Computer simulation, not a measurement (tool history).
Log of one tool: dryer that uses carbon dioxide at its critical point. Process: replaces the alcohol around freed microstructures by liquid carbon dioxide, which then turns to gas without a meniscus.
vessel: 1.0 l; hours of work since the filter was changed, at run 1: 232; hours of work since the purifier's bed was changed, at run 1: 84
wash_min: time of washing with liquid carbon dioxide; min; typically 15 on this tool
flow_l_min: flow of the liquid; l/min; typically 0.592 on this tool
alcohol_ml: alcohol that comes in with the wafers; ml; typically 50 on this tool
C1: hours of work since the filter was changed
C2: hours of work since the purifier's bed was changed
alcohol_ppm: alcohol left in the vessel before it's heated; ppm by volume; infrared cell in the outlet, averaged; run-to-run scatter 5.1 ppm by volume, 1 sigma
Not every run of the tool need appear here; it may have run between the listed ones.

{"run": 1, "hour": 0.0, "wash_min": 15, "flow_l_min": 0.592, "alcohol_ml": 50, "C1": 232, "C2": 84, "alcohol_ppm": 98}
{"run": 2, "hour": 28.9, "wash_min": 15, "flow_l_min": 0.592, "alcohol_ml": 50, "C1": 250, "C2": 101, "alcohol_ppm": 100}
{"run": 3, "hour": 43.4, "wash_min": 15, "flow_l_min": 0.592, "alcohol_ml": 50, "C1": 259, "C2": 110, "alcohol_ppm": 104}
{"run": 4, "hour": 70.8, "wash_min": 15, "flow_l_min": 0.592, "alcohol_ml": 50, "C1": 275, "C2": 127, "alcohol_ppm": 104}
{"run": 5, "hour": 96.9, "wash_min": 15, "flow_l_min": 0.919, "alcohol_ml": 50, "C1": 291, "C2": 143, "alcohol_ppm": 39}
{"run": 6, "hour": 111.1, "wash_min": 15, "flow_l_min": 0.869, "alcohol_ml": 50, "C1": 300, "C2": 151, "alcohol_ppm": 43}
{"run": 7, "hour": 144.0, "wash_min": 15, "flow_l_min": 0.869, "alcohol_ml": 50, "C1": 320, "C2": 172, "alcohol_ppm": 51}
{"run": 8, "hour": 177.5, "wash_min": 9, "flow_l_min": 0.592, "alcohol_ml": 50, "C1": 340, "C2": 192, "alcohol_ppm": 1090}
{"run": 9, "hour": 204.3, "wash_min": 9, "flow_l_min": 0.592, "alcohol_ml": 50, "C1": 357, "C2": 208, "alcohol_ppm": 1107}
{"run": 10, "hour": 231.0, "wash_min": 17, "flow_l_min": 0.592, "alcohol_ml": 50, "C1": 373, "C2": 225, "alcohol_ppm": 84}
{"run": 11, "hour": 249.9, "wash_min": 15, "flow_l_min": 0.592, "alcohol_ml": 50, "C1": 385, "C2": 236, "alcohol_ppm": 137}
{"run": 12, "hour": 277.6, "wash_min": 15, "flow_l_min": 0.592, "alcohol_ml": 50, "C1": 401, "C2": 253, "alcohol_ppm": 137}
{"run": 13, "hour": 293.1, "wash_min": 15, "flow_l_min": 0.592, "alcohol_ml": 50, "C1": 411, "C2": 262, "alcohol_ppm": 138}
{"run": 14, "hour": 323.0, "wash_min": 15, "flow_l_min": 0.592, "alcohol_ml": 25, "C1": 429, "C2": 281, "alcohol_ppm": 120}
{"run": 15, "hour": 339.1, "wash_min": 15, "flow_l_min": 0.592, "alcohol_ml": 50, "C1": 439, "C2": 290, "alcohol_ppm": 155}
{"run": 16, "hour": 365.1, "wash_min": 10, "flow_l_min": 0.592, "alcohol_ml": 50, "C1": 455, "C2": 306, "alcohol_ppm": 793}
{"run": 17, "hour": 395.5, "wash_min": 10, "flow_l_min": 0.592, "alcohol_ml": 50, "C1": 473, "C2": 325, "alcohol_ppm": 816}
{"run": 18, "hour": 418.5, "wash_min": 15, "flow_l_min": 0.855, "alcohol_ml": 50, "C1": 487, "C2": 339, "alcohol_ppm": 89}
{"run": 19, "hour": 437.0, "wash_min": 15, "flow_l_min": 0.855, "alcohol_ml": 50, "C1": 499, "C2": 350, "alcohol_ppm": 86}
{"run": 20, "hour": 471.1, "wash_min": 23, "flow_l_min": 0.592, "alcohol_ml": 50, "C1": 519, "C2": 371, "alcohol_ppm": 88}
{"run": 21, "hour": 496.3, "wash_min": 23, "flow_l_min": 0.592, "alcohol_ml": 84, "C1": 535, "C2": 386, "alcohol_ppm": 85}
{"run": 22, "hour": 525.2, "wash_min": 23, "flow_l_min": 0.592, "alcohol_ml": 84, "C1": 552, "C2": 404, "alcohol_ppm": 98}
{"hour": 543.8, "done": "inlet filter changed"}
{"run": 23, "hour": 551.2, "wash_min": 23, "flow_l_min": 0.592, "alcohol_ml": 84, "C1": 4, "C2": 419, "alcohol_ppm": 87}
{"run": 24, "hour": 582.1, "wash_min": 19, "flow_l_min": 0.612, "alcohol_ml": 84, "C1": 23, "C2": 438, "alcohol_ppm": 117}
{"run": 25, "hour": 607.7, "wash_min": 19, "flow_l_min": 0.612, "alcohol_ml": 84, "C1": 39, "C2": 454, "alcohol_ppm": 116}
{"run": 26, "hour": 637.1, "wash_min": 18, "flow_l_min": 0.579, "alcohol_ml": 25, "C1": 57, "C2": 471, "alcohol_ppm": 112}
{"run": 27, "hour": 654.8, "wash_min": 15, "flow_l_min": 0.425, "alcohol_ml": 68, "C1": 68, "C2": 482, "alcohol_ppm": 640}
{"run": 28, "hour": 677.5, "wash_min": 15, "flow_l_min": 0.942, "alcohol_ml": 50, "C1": 82, "C2": 496, "alcohol_ppm": 110}
{"run": 29, "hour": 695.4, "wash_min": 15, "flow_l_min": 0.68, "alcohol_ml": 46, "C1": 92, "C2": 507, "alcohol_ppm": 132}
{"run": 30, "hour": 716.0, "wash_min": 20, "flow_l_min": 0.68, "alcohol_ml": 34, "C1": 105, "C2": 520, "alcohol_ppm": 112}
{"run": 31, "hour": 731.9, "wash_min": 15, "flow_l_min": 0.934, "alcohol_ml": 44, "C1": 115, "C2": 529, "alcohol_ppm": 115}
{"run": 32, "hour": 753.8, "wash_min": 16, "flow_l_min": 0.461, "alcohol_ml": 103, "C1": 128, "C2": 543, "alcohol_ppm": 524}
{"run": 33, "hour": 783.6, "wash_min": 16, "flow_l_min": 0.461, "alcohol_ml": 103, "C1": 146, "C2": 561, "alcohol_ppm": 539}
{"run": 34, "hour": 806.6, "wash_min": 12, "flow_l_min": 0.592, "alcohol_ml": 28, "C1": 160, "C2": 575, "alcohol_ppm": 259}
{"run": 35, "hour": 828.5, "wash_min": 15, "flow_l_min": 0.592, "alcohol_ml": 25, "C1": 173, "C2": 588, "alcohol_ppm": 164}
{"run": 36, "hour": 846.9, "wash_min": 15, "flow_l_min": 0.814, "alcohol_ml": 60, "C1": 185, "C2": 599, "alcohol_ppm": 148}
{"run": 37, "hour": 880.8, "wash_min": 15, "flow_l_min": 0.814, "alcohol_ml": 60, "C1": 205, "C2": 620, "alcohol_ppm": 148}
{"run": 38, "hour": 895.1, "wash_min": 15, "flow_l_min": 0.592, "alcohol_ml": 45, "C1": 214, "C2": 629, "alcohol_ppm": 182}
{"run": 39, "hour": 918.6, "wash_min": 15, "flow_l_min": 0.668, "alcohol_ml": 31, "C1": 228, "C2": 643, "alcohol_ppm": 153}
{"run": 40, "hour": 942.0, "wash_min": 15, "flow_l_min": 0.676, "alcohol_ml": 112, "C1": 243, "C2": 657, "alcohol_ppm": 189}

Each row is a separate what-if for the run after 40, all from the same tool condition, not one after another. Results?
{"run": "A", "hour": 974.8, "wash_min": 15, "flow_l_min": 0.884, "alcohol_ml": 47, "C1": 263, "C2": 677, "alcohol_ppm": "?"}
{"run": "B", "hour": 974.8, "wash_min": 15, "flow_l_min": 0.676, "alcohol_ml": 74, "C1": 263, "C2": 677, "alcohol_ppm": "?"}
{"run": "C", "hour": 974.8, "wash_min": 22, "flow_l_min": 0.889, "alcohol_ml": 84, "C1": 263, "C2": 677, "alcohol_ppm": "?"}
{"run": "D", "hour": 974.8, "wash_min": 15, "flow_l_min": 0.856, "alcohol_ml": 22, "C1": 263, "C2": 677, "alcohol_ppm": "?"}

run=A alcohol_ppm=145
run=B alcohol_ppm=189
run=C alcohol_ppm=140
run=D alcohol_ppm=138
With the hidden condition removed and each run's random variation left untouched, the same runs would have given:
run=A alcohol_ppm=5
run=B alcohol_ppm=37
run=C alcohol_ppm=0
run=D alcohol_ppm=0

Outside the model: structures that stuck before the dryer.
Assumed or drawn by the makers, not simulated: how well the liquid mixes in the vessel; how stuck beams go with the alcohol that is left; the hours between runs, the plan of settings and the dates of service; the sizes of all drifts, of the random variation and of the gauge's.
